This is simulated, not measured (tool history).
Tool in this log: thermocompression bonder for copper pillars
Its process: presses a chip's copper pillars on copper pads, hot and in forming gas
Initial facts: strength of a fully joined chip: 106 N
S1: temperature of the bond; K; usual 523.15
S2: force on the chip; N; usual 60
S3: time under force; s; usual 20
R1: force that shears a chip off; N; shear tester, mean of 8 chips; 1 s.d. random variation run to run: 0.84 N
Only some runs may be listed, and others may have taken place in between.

run   hour      S1  S2  S3    R1
  1    0.0  523.15  60  20  66.1
  2    7.8  523.15  60  20  67.0
  3   18.4  523.15  60  20  66.8
  4   23.9  523.15  60  20  66.5
  5   30.6  523.15  60  20  66.3
  6   35.4  523.15  60  20  66.5
  7   41.2  547.15  60  20  82.1
  8   46.6  547.15  60  20  82.4
  9   51.9  523.15  60  20  67.2
 10   62.0  534.15  40  16  52.9
 11   66.5  515.15  76  46  85.4
 12   71.7  519.15  40  46  60.7
 13   81.4  519.15  40  46  60.7
 14   92.3  519.15  40  46  60.4
 15  102.4  520.15  40  10  35.0
 16  109.2  520.15  80  33  85.8
 17  114.2  538.15  58  51  92.9

Alternative continuations, all from the tool just after run 17; predict every row:
  A  123.3  541.15  63  51   ?
  B  123.3  530.15  60  20   ?
  C  123.3  494.15  58  51   ?
  D  123.3  523.15  49  20   ?

run    R1
  A  94.5
  B  71.0
  C  59.4
  D  57.3
Stripped of hidden state, with their random variation kept, the same runs would have yielded:
run    R1
  A  95.3
  B  71.6
  C  59.9
  D  57.8
